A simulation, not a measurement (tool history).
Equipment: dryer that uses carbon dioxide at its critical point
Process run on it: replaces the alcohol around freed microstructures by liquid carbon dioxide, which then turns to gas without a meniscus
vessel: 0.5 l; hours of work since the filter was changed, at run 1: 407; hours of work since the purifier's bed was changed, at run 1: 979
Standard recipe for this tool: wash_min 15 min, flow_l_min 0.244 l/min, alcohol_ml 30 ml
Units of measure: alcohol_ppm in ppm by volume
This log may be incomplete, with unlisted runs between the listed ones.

run   hour  wash_min  flow_l_min  alcohol_ml  hours of work since the filter was changed  hours of work since the purifier's bed was changed  alcohol_ppm
  1    0.0        15       0.244          30                                         407                                                 979          543
  2   50.1        15       0.244          30                                         436                                                1007          562
      99.3  -- inlet filter changed
  3   99.3        15       0.244          59                                           0                                                1035          488
  4  160.6        15       0.244          59                                          35                                                1070          509
  5  221.0        15       0.244          59                                          69                                                1104          533
  6  254.6        15       0.244          30                                          88                                                1123          396
  7  287.9        18       0.184          67                                         107                                                1142          868

Expected results for the next run?
  8  346.5        18       0.372         112                                         141                                                1176            ?

alcohol_ppm: 270 ppm by volume
With the hidden condition absent and the run-to-run variation left alone, this run would have shown alcohol_ppm 3 ppm by volume.

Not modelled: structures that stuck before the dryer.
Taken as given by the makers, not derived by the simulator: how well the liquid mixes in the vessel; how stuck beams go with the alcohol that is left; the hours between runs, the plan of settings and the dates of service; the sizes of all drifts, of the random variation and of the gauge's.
